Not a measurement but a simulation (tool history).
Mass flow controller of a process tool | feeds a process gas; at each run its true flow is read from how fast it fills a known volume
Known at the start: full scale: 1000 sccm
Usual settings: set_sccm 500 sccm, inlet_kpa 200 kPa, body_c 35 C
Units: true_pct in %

| run | hour | set_sccm | inlet_kpa | body_c | true_pct |
|---|---|---|---|---|---|
| 1 | 0.0 | 500 | 200 | 35 | 98.25 |
| 2 | 57.0 | 500 | 200 | 35 | 98.31 |
| 3 | 143.9 | 500 | 200 | 35 | 98.36 |
| 4 | 244.2 | 500 | 200 | 35 | 98.43 |
| 5 | 303.4 | 500 | 200 | 35 | 98.65 |
| 6 | 385.9 | 500 | 200 | 35 | 98.61 |
| 7 | 459.3 | 111 | 211 | 35 | 97.85 |
| 8 | 535.5 | 111 | 211 | 35 | 98.01 |
| 9 | 601.6 | 217 | 196 | 31 | 98.58 |
| 10 | 668.5 | 500 | 202 | 35 | 99.01 |

Forecast each of these 4 alternatives for the next run:
| A | 751.5 | 500 | 200 | 33 | ? |
| B | 751.5 | 298 | 164 | 30 | ? |
| C | 751.5 | 457 | 144 | 30 | ? |
| D | 751.5 | 500 | 202 | 38 | ? |

| run | true_pct |
|---|---|
| A | 99.32 |
| B | 98.86 |
| C | 99.18 |
| D | 98.77 |
Without the tool's hidden state the same runs would have given:
| run | true_pct |
|---|---|
| A | 98.40 |
| B | 97.94 |
| C | 98.26 |
| D | 97.86 |
